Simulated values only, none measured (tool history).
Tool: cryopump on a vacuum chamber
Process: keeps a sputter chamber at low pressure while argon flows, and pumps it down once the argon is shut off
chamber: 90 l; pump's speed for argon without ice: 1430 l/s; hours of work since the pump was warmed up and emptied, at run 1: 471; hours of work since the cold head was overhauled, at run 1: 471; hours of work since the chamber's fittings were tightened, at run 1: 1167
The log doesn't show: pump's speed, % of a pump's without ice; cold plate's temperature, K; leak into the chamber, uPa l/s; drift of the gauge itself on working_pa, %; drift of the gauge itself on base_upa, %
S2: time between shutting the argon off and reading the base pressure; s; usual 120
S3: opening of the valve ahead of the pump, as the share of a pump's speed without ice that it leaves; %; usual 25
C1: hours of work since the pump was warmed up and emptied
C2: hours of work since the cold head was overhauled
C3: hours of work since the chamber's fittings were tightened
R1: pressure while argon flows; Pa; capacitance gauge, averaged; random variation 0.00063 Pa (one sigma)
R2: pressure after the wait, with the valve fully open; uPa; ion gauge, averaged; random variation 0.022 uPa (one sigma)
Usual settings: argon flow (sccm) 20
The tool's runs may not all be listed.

{"run": 1, "hour": 0.0, "argon flow (sccm)": 20, "S2": 120, "S3": 25, "C1": 471, "C2": 471, "C3": 1167, "R1": 0.098, "R2": 1.68}
{"run": 2, "hour": 15.0, "argon flow (sccm)": 35, "S2": 120, "S3": 25, "C1": 482, "C2": 482, "C3": 1177, "R1": 0.1741, "R2": 1.66}
{"run": 3, "hour": 23.8, "argon flow (sccm)": 20, "S2": 120, "S3": 25, "C1": 488, "C2": 488, "C3": 1183, "R1": 0.0994, "R2": 1.64}
{"run": 4, "hour": 39.0, "argon flow (sccm)": 20, "S2": 120, "S3": 25, "C1": 499, "C2": 499, "C3": 1194, "R1": 0.1003, "R2": 1.65}
{"run": 5, "hour": 54.3, "argon flow (sccm)": 20, "S2": 120, "S3": 25, "C1": 510, "C2": 510, "C3": 1205, "R1": 0.0994, "R2": 1.7}
{"run": 6, "hour": 64.8, "argon flow (sccm)": 34, "S2": 120, "S3": 25, "C1": 517, "C2": 517, "C3": 1213, "R1": 0.1681, "R2": 1.7}
{"run": 7, "hour": 82.7, "argon flow (sccm)": 15, "S2": 114, "S3": 24, "C1": 530, "C2": 530, "C3": 1225, "R1": 0.0775, "R2": 1.72}
{"run": 8, "hour": 97.2, "argon flow (sccm)": 27, "S2": 21, "S3": 23, "C1": 540, "C2": 540, "C3": 1236, "R1": 0.1456, "R2": 3.3}
{"run": 9, "hour": 110.0, "argon flow (sccm)": 21, "S2": 49, "S3": 25, "C1": 549, "C2": 549, "C3": 1245, "R1": 0.1041, "R2": 2.27}
{"run": 10, "hour": 127.8, "argon flow (sccm)": 21, "S2": 49, "S3": 25, "C1": 562, "C2": 562, "C3": 1257, "R1": 0.1054, "R2": 2.24}
{"run": 11, "hour": 145.8, "argon flow (sccm)": 21, "S2": 49, "S3": 25, "C1": 575, "C2": 575, "C3": 1270, "R1": 0.1046, "R2": 2.28}

Some steps in R1 between neighbouring runs. How much of each would the tool show without its hidden state too (settings, what came in, random variation), and how much is left for the hidden state, with any gauge scatter that isn't in both results?
Run 6 -> 7: argon flow (sccm) 34 -> 15, S2 120 -> 114, S3 25 -> 24. R1 -0.0906 Pa: hidden state -0.0046, all else -0.086.

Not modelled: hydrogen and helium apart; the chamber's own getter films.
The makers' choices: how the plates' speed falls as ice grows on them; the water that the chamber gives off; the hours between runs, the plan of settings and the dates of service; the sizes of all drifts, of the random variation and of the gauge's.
